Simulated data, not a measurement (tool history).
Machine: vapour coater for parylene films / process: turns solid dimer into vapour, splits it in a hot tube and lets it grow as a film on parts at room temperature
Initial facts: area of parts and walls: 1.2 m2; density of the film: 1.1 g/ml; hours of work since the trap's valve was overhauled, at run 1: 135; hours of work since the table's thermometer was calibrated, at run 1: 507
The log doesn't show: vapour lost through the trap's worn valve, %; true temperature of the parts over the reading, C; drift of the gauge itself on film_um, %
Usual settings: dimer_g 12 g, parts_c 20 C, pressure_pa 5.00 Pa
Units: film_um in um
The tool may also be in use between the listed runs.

| run | day | dimer_g | parts_c | pressure_pa | hours of work since the trap's valve was overhauled | hours of work since the table's thermometer was calibrated | film_um |
|---|---|---|---|---|---|---|---|
| 1 | 0.000 | 12 | 20 | 5.00 | 135 | 507 | 5.32 |
| 2 | 0.946 | 6 | 20 | 5.00 | 144 | 516 | 2.62 |
| 3 | 2.304 | 6 | 20 | 5.00 | 157 | 529 | 2.60 |
| 4 | 4.292 | 6 | 20 | 5.00 | 177 | 548 | 2.60 |
| 5 | 5.875 | 6 | 20 | 5.00 | 192 | 564 | 2.62 |
| 6 | 7.754 | 12 | 20 | 5.00 | 210 | 582 | 5.25 |
| 7 | 9.479 | 12 | 20 | 5.00 | 227 | 599 | 5.11 |
| 8 | 11.167 | 10 | 20 | 5.00 | 243 | 615 | 4.24 |
| 9 | 12.167 | 10 | 20 | 5.00 | 253 | 625 | 4.20 |
| 10 | 13.433 | 12 | 20 | 5.00 | 265 | 637 | 5.10 |
| 11 | 14.812 | 12 | 20 | 2.67 | 279 | 650 | 5.67 |
| 12 | 16.979 | 12 | 20 | 5.00 | 300 | 671 | 4.92 |
| 13 | 18.496 | 12 | 20 | 5.00 | 314 | 686 | 4.95 |
| 14 | 20.275 | 12 | 20 | 5.00 | 332 | 703 | 4.90 |
| 15 | 21.971 | 12 | 17 | 5.00 | 348 | 720 | 5.66 |
| 16 | 24.179 | 12 | 17 | 5.00 | 369 | 741 | 5.56 |
| 17 | 25.971 | 12 | 17 | 5.00 | 387 | 759 | 5.48 |
| 18 | 26.875 | 12 | 17 | 5.00 | 396 | 767 | 5.51 |
|  | 27.375 | trap's valve overhauled |
| 19 | 29.088 | 15 | 20 | 5.00 | 17 | 787 | 6.86 |
| 20 | 30.567 | 15 | 20 | 5.00 | 31 | 802 | 6.71 |
| 21 | 31.900 | 15 | 30 | 3.74 | 44 | 814 | 4.56 |
| 22 | 33.708 | 12 | 14 | 5.00 | 61 | 832 | 7.08 |
| 23 | 34.875 | 12 | 14 | 5.00 | 73 | 843 | 6.95 |
| 24 | 36.900 | 7 | 20 | 2.17 | 92 | 863 | 3.65 |
| 25 | 38.967 | 7 | 20 | 2.17 | 112 | 883 | 3.65 |
| 26 | 40.608 | 12 | 14 | 2.40 | 128 | 899 | 7.74 |
| 27 | 42.517 | 7 | 14 | 5.39 | 147 | 917 | 3.90 |
| 28 | 44.012 | 7 | 14 | 5.39 | 161 | 932 | 3.81 |
| 29 | 44.946 | 7 | 14 | 5.39 | 170 | 941 | 3.84 |
| 30 | 46.075 | 13 | 20 | 5.00 | 181 | 952 | 5.60 |
| 31 | 47.946 | 12 | 22 | 9.20 | 199 | 970 | 4.09 |
| 32 | 49.900 | 20 | 21 | 11.30 | 218 | 989 | 6.88 |
| 33 | 50.925 | 9 | 18 | 6.93 | 228 | 999 | 3.85 |
| 34 | 52.838 | 9 | 21 | 4.38 | 247 | 1017 | 3.70 |
| 35 | 53.750 | 9 | 21 | 4.38 | 256 | 1026 | 3.64 |
| 36 | 55.375 | 9 | 21 | 4.38 | 271 | 1042 | 3.65 |
| 37 | 57.321 | 10 | 29 | 4.30 | 290 | 1061 | 2.81 |
| 38 | 58.696 | 11 | 24 | 3.84 | 304 | 1074 | 3.97 |
| 39 | 60.733 | 11 | 24 | 2.18 | 323 | 1094 | 4.36 |

Measured result minus the same run's result without the hidden state. Both carry the same run-to-run variation, though not necessarily the same gauge scatter:
| run | film_um |
|---|---|
| 1 | -0.34 |
| 2 | -0.18 |
| 3 | -0.19 |
| 4 | -0.21 |
| 5 | -0.22 |
| 6 | -0.47 |
| 7 | -0.50 |
| 8 | -0.45 |
| 9 | -0.46 |
| 10 | -0.58 |
| 11 | -0.68 |
| 12 | -0.64 |
| 13 | -0.67 |
| 14 | -0.70 |
| 15 | -0.84 |
| 16 | -0.89 |
| 17 | -0.91 |
| 18 | -0.94 |
| 19 | -0.25 |
| 20 | -0.27 |
| 21 | -0.21 |
| 22 | -0.37 |
| 23 | -0.39 |
| 24 | -0.23 |
| 25 | -0.25 |
| 26 | -0.59 |
| 27 | -0.33 |
| 28 | -0.34 |
| 29 | -0.36 |
| 30 | -0.54 |
| 31 | -0.43 |
| 32 | -0.77 |
| 33 | -0.45 |
| 34 | -0.46 |
| 35 | -0.47 |
| 36 | -0.49 |
| 37 | -0.40 |
| 38 | -0.59 |
| 39 | -0.69 |

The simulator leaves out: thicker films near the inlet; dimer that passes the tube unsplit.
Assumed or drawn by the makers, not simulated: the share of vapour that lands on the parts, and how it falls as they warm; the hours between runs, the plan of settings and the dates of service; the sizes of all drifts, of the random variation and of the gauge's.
